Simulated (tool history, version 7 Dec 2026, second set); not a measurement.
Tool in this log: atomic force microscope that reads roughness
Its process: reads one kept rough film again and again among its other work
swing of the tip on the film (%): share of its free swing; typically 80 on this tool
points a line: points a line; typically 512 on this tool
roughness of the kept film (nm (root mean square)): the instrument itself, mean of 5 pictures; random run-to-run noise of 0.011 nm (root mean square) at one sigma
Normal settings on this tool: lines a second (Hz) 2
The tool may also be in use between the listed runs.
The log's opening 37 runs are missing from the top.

| run | day | lines a second (Hz) | swing of the tip on the film (%) | points a line | pictures with this tip | hours of work since the height scale was calibrated | roughness of the kept film (nm (root mean square)) |
|---|---|---|---|---|---|---|---|
| 38 | 41.379 | 2 | 80 | 950 | 249 | 42 | 2.213 |
|  | 42.4 | new tip fitted |
| 39 | 42.642 | 2 | 80 | 950 | 10 | 57 | 2.578 |
| 40 | 43.383 | 0.56 | 72 | 382 | 40 | 67 | 2.739 |
| 41 | 44.254 | 0.74 | 89 | 382 | 76 | 78 | 2.543 |
| 42 | 45.079 | 0.66 | 77 | 382 | 110 | 88 | 2.572 |
| 43 | 46.175 | 2.69 | 80 | 512 | 155 | 102 | 2.241 |
| 44 | 47.225 | 2 | 78 | 337 | 199 | 115 | 2.26 |
| 45 | 47.933 | 2 | 78 | 337 | 228 | 124 | 2.223 |
| 46 | 48.979 | 2 | 78 | 337 | 271 | 138 | 2.187 |
|  | 49.358 | new tip fitted |
| 47 | 50.062 | 2 | 78 | 337 | 29 | 151 | 2.527 |
| 48 | 50.712 | 2 | 89 | 1009 | 55 | 159 | 2.356 |
| 49 | 52.221 | 2 | 89 | 1009 | 117 | 179 | 2.277 |
| 50 | 53.767 | 2 | 89 | 1009 | 181 | 198 | 2.209 |
| 51 | 54.971 | 2 | 81 | 835 | 231 | 213 | 2.237 |
| 52 | 55.742 | 2 | 81 | 835 | 263 | 223 | 2.19 |

Forecast each of these 4 alternatives for the next run:
|  | 56.412 | new tip fitted |
| A | 56.575 | 1.89 | 80 | 512 | 7 | 234 | ? |
|  | 56.412 | new tip fitted |
| B | 56.575 | 0.51 | 80 | 315 | 7 | 234 | ? |
|  | 56.412 | new tip fitted |
| C | 56.575 | 2 | 61 | 542 | 7 | 234 | ? |
|  | 56.412 | new tip fitted |
| D | 56.575 | 0.54 | 69 | 794 | 7 | 234 | ? |

| run | roughness of the kept film (nm (root mean square)) |
|---|---|
| A | 2.577 |
| B | 2.736 |
| C | 2.757 |
| D | 2.832 |
Take away the tool's hidden state, keep each run's random variation, and the runs would have read:
| run | roughness of the kept film (nm (root mean square)) |
|---|---|
| A | 2.6 |
| B | 2.761 |
| C | 2.782 |
| D | 2.858 |

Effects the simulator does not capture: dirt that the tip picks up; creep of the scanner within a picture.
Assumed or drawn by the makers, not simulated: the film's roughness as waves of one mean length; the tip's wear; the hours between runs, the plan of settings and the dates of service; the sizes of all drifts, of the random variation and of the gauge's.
